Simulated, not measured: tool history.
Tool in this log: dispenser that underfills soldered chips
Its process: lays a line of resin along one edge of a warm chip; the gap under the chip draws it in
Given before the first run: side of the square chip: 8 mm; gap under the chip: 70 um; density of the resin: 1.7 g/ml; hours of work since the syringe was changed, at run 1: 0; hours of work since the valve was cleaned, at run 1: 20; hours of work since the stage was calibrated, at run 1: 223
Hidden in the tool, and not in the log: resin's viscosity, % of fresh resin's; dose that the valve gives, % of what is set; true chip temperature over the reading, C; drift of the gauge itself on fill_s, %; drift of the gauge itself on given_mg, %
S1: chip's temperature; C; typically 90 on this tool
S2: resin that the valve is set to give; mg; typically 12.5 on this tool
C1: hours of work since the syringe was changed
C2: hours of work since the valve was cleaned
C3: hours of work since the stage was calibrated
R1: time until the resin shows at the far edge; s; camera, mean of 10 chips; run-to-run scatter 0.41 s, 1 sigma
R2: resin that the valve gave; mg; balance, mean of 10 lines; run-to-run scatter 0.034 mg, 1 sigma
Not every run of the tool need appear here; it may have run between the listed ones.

run 1 hour=0 | S1=90 S2=12.5 | C1=0 C2=20 C3=223 | R1=29.8 R2=12.24
run 2 hour=4.8 | S1=90 S2=12.5 | C1=3 C2=23 C3=226 | R1=36 R2=12.16
run 3 hour=9 | S1=80 S2=12.5 | C1=6 C2=25 C3=228 | R1=61.3 R2=12.07
-- hour=10.9 new syringe of resin
run 4 hour=14.4 | S1=80 S2=12.5 | C1=2 C2=29 C3=232 | R1=48 R2=12.06
run 5 hour=20.9 | S1=80 S2=12.5 | C1=6 C2=33 C3=236 | R1=61.9 R2=11.99
-- hour=22.3 new syringe of resin
run 6 hour=27.4 | S1=90 S2=14.5 | C1=3 C2=37 C3=240 | R1=35.6 R2=13.91
run 7 hour=32.3 | S1=90 S2=15.5 | C1=6 C2=40 C3=243 | R1=42.4 R2=14.7
-- hour=33.7 new syringe of resin
-- hour=39.5 dispensing valve cleaned and set on the balance
run 8 hour=39.5 | S1=90 S2=11.8 | C1=3 C2=0 C3=247 | R1=36.1 R2=11.76
run 9 hour=43.8 | S1=90 S2=11.8 | C1=6 C2=3 C3=250 | R1=43.4 R2=11.78
-- hour=46.3 new syringe of resin
run 10 hour=52.3 | S1=90 S2=11.8 | C1=4 C2=8 C3=255 | R1=39 R2=11.68
-- hour=57.7 new syringe of resin
run 11 hour=57.9 | S1=90 S2=11.8 | C1=0 C2=12 C3=258 | R1=30.8 R2=11.63
run 12 hour=62.9 | S1=90 S2=11.8 | C1=3 C2=15 C3=262 | R1=36.6 R2=11.62
run 13 hour=66.8 | S1=90 S2=11.8 | C1=6 C2=17 C3=264 | R1=43.3 R2=11.63
-- hour=69 new syringe of resin
run 14 hour=75.2 | S1=80 S2=12.5 | C1=4 C2=22 C3=269 | R1=54.4 R2=12.2
-- hour=80.5 new syringe of resin
run 15 hour=82.3 | S1=80 S2=12.5 | C1=1 C2=27 C3=274 | R1=47.1 R2=12.22
run 16 hour=86.7 | S1=80 S2=12.5 | C1=4 C2=30 C3=277 | R1=55.9 R2=12.17
-- hour=92.2 new syringe of resin
run 17 hour=93.1 | S1=90 S2=12.5 | C1=1 C2=34 C3=281 | R1=31.1 R2=12.11
run 18 hour=100.4 | S1=90 S2=12.5 | C1=5 C2=38 C3=285 | R1=41.9 R2=11.97
-- hour=103.5 new syringe of resin
run 19 hour=109.2 | S1=90 S2=12.5 | C1=4 C2=44 C3=291 | R1=37.6 R2=12.02
-- hour=110.9 dispensing valve cleaned and set on the balance
run 20 hour=114.3 | S1=90 S2=12.5 | C1=6 C2=2 C3=294 | R1=44.8 R2=12.46
-- hour=116.2 new syringe of resin
run 21 hour=120.3 | S1=98 S2=15.9 | C1=3 C2=6 C3=297 | R1=25.9 R2=15.78
run 22 hour=125.3 | S1=98 S2=15.9 | C1=6 C2=9 C3=300 | R1=32.1 R2=15.8
-- hour=127.7 new syringe of resin
run 23 hour=133 | S1=97 S2=14.9 | C1=3 C2=14 C3=305 | R1=28.6 R2=14.66
run 24 hour=137.1 | S1=102 S2=12.3 | C1=6 C2=17 C3=308 | R1=27.9 R2=12.06
-- hour=139.1 new syringe of resin
run 25 hour=145.9 | S1=87 S2=15.3 | C1=4 C2=22 C3=313 | R1=43.6 R2=14.94
-- hour=150.9 new syringe of resin
run 26 hour=151 | S1=80 S2=12.2 | C1=0 C2=25 C3=317 | R1=44.6 R2=11.9
run 27 hour=158.2 | S1=78 S2=14.3 | C1=5 C2=30 C3=321 | R1=62.9 R2=13.86
-- hour=162.7 new syringe of resin
run 28 hour=164.2 | S1=78 S2=14.3 | C1=1 C2=34 C3=325 | R1=49.4 R2=13.85
run 29 hour=170.5 | S1=78 S2=14.3 | C1=5 C2=38 C3=329 | R1=62 R2=13.81
-- hour=174.1 new syringe of resin
run 30 hour=177.5 | S1=94 S2=15.7 | C1=2 C2=42 C3=333 | R1=30.3 R2=15.04
-- hour=182.1 dispensing valve cleaned and set on the balance
run 31 hour=185.1 | S1=76 S2=15.6 | C1=7 C2=2 C3=338 | R1=75.8 R2=15.59
-- hour=186.7 new syringe of resin
run 32 hour=193.1 | S1=76 S2=15.6 | C1=4 C2=7 C3=343 | R1=64.8 R2=15.55
run 33 hour=197 | S1=87 S2=14.6 | C1=7 C2=9 C3=345 | R1=48.8 R2=14.54
-- hour=198.5 new syringe of resin
run 34 hour=204.5 | S1=87 S2=14.6 | C1=4 C2=14 C3=350 | R1=43 R2=14.49

Some steps in R1 between neighbouring runs. How much of each would the tool show without its hidden state too (settings, what came in, random variation), and how much is left for the hidden state, with any gauge scatter that isn't in both results?
Run 5 -> 6: S1 80 -> 90, S2 12.5 -> 14.5, new syringe of resin. R1 -26.3 s: hidden state -13.6, all else -12.7.
Run 26 -> 27: S1 80 -> 78, S2 12.2 -> 14.3. R1 +18.3 s: hidden state +14.9, all else +3.4.
Run 29 -> 30: S1 78 -> 94, S2 14.3 -> 15.7, new syringe of resin. R1 -31.7 s: hidden state -13.5, all else -18.2.
Run 30 -> 31: S1 94 -> 76, S2 15.7 -> 15.6, dispensing valve cleaned and set on the balance. R1 +45.5 s: hidden state +22.6, all else +22.9.
